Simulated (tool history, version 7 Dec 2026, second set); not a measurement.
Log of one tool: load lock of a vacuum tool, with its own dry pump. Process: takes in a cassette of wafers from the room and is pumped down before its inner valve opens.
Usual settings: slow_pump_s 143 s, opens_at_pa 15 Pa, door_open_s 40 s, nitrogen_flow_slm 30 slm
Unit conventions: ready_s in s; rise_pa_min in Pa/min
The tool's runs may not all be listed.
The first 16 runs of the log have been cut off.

run,hour,slow_pump_s,opens_at_pa,door_open_s,nitrogen_flow_slm,hours that the pump has run since its overhaul,times that the door has closed on its seal,"incoming humidity of the room's air, %",ready_s,rise_pa_min
17,1399.6,143,15,160,30,1362,4763,46.2,203.7,0.065
18,1472.5,143,20,40,30,1435,4846,43,202.3,0.034
19,1564.9,143,20,40,30,1527,4952,43.7,203,0.039
20,1665.3,143,13,155,30,1628,5066,48.2,205.8,0.07
21,1790.6,165,13,84,30,1753,5208,45.4,225.9,0.049
22,1896.1,165,13,84,30,1859,5329,46.5,222.9,0.052
23,2018.6,165,13,84,30,1981,5468,45,227.3,0.043
24,2095.2,165,13,84,30,2058,5555,45.3,228.8,0.049
25,2218,154,16,57,39,2181,5695,45.6,216,0.04
26,2338,143,15,40,14,2301,5832,44.3,203.2,0.042
27,2416.5,143,15,40,14,2379,5921,45.5,206,0.047
28,2498.2,143,14,40,6,2461,6014,43.8,207.6,0.049
29,2561.5,122,12,90,22,2524,6086,41.8,192.7,0.054
30,2670.6,231,18,90,22,2633,6210,42.4,281.9,0.054
31,2770.4,143,15,29,30,2733,6324,44.5,208.5,0.03
32,2898.6,143,15,29,30,2861,6470,47.5,209.4,0.032
33,2999.9,89,23,52,5,2962,6585,41.4,158.4,0.061
34,3126.5,143,13,38,30,3089,6729,42,211.5,0.031
35,3209.5,143,13,38,30,3172,6824,43.2,209.8,0.037
36,3325.2,168,24,45,12,3288,6955,43.4,225.3,0.053
37,3445.7,168,24,45,12,3408,7093,42.7,223.1,0.055
38,3542.2,168,24,218,14,3505,7203,47,220.5,0.102

Consider 3 possible next runs. They are alternatives, not a sequence: every one starts from the tool as it was left by run 38. What does each give?
A,3599.1,143,24,40,30,3562,7267,48.3,?,?
B,3599.1,168,17,218,14,3562,7267,43.8,?,?
C,3599.1,143,15,29,12,3562,7267,43.4,?,?

run,ready_s,rise_pa_min
A,201.6,0.037
B,228.3,0.098
C,207.8,0.042
The same runs, with their run-to-run variation unchanged, on a tool lacking any hidden condition would have given:
run,ready_s,rise_pa_min
A,197.6,0.025
B,224.4,0.086
C,203.5,0.03
